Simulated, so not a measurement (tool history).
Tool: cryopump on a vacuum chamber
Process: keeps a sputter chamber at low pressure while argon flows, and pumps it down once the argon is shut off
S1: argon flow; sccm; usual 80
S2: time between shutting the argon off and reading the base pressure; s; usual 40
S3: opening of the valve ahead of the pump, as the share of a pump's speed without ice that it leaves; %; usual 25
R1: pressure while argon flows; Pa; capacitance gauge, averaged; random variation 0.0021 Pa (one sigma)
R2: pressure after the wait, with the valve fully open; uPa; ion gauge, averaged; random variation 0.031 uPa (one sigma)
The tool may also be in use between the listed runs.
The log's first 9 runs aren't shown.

Run 10, hour 767.9: usual settings but S2 48 s. Result: R1 0.5311 Pa, R2 2.00 uPa.
Run 11, hour 818.8: usual settings but S2 48 s. Result: R1 0.5288 Pa, R2 2.05 uPa.
At hour 839.5: pump warmed up, emptied and cooled again.
Run 12, hour 902.7: usual settings but S2 48 s. Result: R1 0.5019 Pa, R2 1.92 uPa.
Run 13, hour 966.8: usual settings but S2 48 s. Result: R1 0.5060 Pa, R2 2.01 uPa.
Run 14, hour 1062.0: usual settings but S2 48 s. Result: R1 0.5072 Pa, R2 1.99 uPa.
Run 15, hour 1158.6: usual settings but S2 48 s. Result: R1 0.5055 Pa, R2 1.99 uPa.
Run 16, hour 1205.9: usual settings but S3 43 %. Result: R1 0.2974 Pa, R2 2.24 uPa.
Run 17, hour 1301.1: usual settings but S3 43 %. Result: R1 0.2990 Pa, R2 2.31 uPa.
Run 18, hour 1353.4: usual settings but S1 149 sccm, S2 27 s, S3 38 %. Result: R1 0.6276 Pa, R2 3.01 uPa.
Run 19, hour 1440.1: usual settings but S1 46 sccm, S2 21 s, S3 24 %. Result: R1 0.3068 Pa, R2 3.58 uPa.
Run 20, hour 1528.3: usual settings but S1 33 sccm, S2 158 s, S3 30 %. Result: R1 0.1778 Pa, R2 1.47 uPa.
Run 21, hour 1619.2: usual settings but S1 33 sccm, S2 158 s, S3 30 %. Result: R1 0.1756 Pa, R2 1.47 uPa.
Run 22, hour 1682.9: usual settings but S1 48 sccm, S2 227 s, S3 28 %. Result: R1 0.2771 Pa, R2 1.39 uPa.
Run 23, hour 1739.3: usual settings but S2 32 s. Result: R1 0.5143 Pa, R2 2.84 uPa.
Run 24, hour 1837.2: usual settings but S1 105 sccm, S2 201 s, S3 50 %. Result: R1 0.3494 Pa, R2 1.57 uPa.
Run 25, hour 1928.8: usual settings but S1 78 sccm, S2 178 s, S3 31 %. Result: R1 0.4070 Pa, R2 1.63 uPa.
Run 26, hour 2039.6: usual settings but S1 78 sccm, S2 178 s, S3 31 %. Result: R1 0.4107 Pa, R2 1.73 uPa.
At hour 2094.1: leaking fittings of the chamber tightened, without venting.
Run 27, hour 2139.4: usual settings but S1 78 sccm, S2 178 s, S3 31 %. Result: R1 0.4117 Pa, R2 0.69 uPa.
Run 28, hour 2199.6: usual settings but S1 127 sccm, S2 21 s, S3 48 %. Result: R1 0.4491 Pa, R2 2.96 uPa.
Run 29, hour 2283.7: usual settings but S1 113 sccm, S2 53 s, S3 37 %. Result: R1 0.5099 Pa, R2 1.38 uPa.
Run 30, hour 2353.5: usual settings but S1 113 sccm, S2 53 s, S3 37 %. Result: R1 0.5085 Pa, R2 1.51 uPa.
Run 31, hour 2440.1: usual settings but S1 113 sccm, S2 274 s, S3 31 %. Result: R1 0.6091 Pa, R2 0.72 uPa.
Run 32, hour 2509.0: usual settings but S1 105 sccm, S2 274 s, S3 19 %. Result: R1 0.8997 Pa, R2 0.76 uPa.
Run 33, hour 2573.2: usual settings but S1 102 sccm, S2 164 s, S3 17 %. Result: R1 0.9781 Pa, R2 0.88 uPa.

Forecast each of these 4 alternatives for the next run:
Run A, hour 2671.2: usual settings but S2 229 s, S3 26 %. Result: R1 ?, R2 ?.
Run B, hour 2671.2: usual settings but S2 171 s. Result: R1 ?, R2 ?.
Run C, hour 2671.2: usual settings but S1 59 sccm, S2 294 s. Result: R1 ?, R2 ?.
Run D, hour 2671.2: usual settings but S1 84 sccm, S2 188 s, S3 17 %. Result: R1 ?, R2 ?.

run      R1    R2
  A  0.5095  0.90
  B  0.5272  0.94
  C  0.3915  0.82
  D  0.8049  0.90
Without the tool's hidden state the same runs would have given:
run      R1    R2
  A  0.4800  0.53
  B  0.4978  0.57
  C  0.3697  0.45
  D  0.7738  0.53
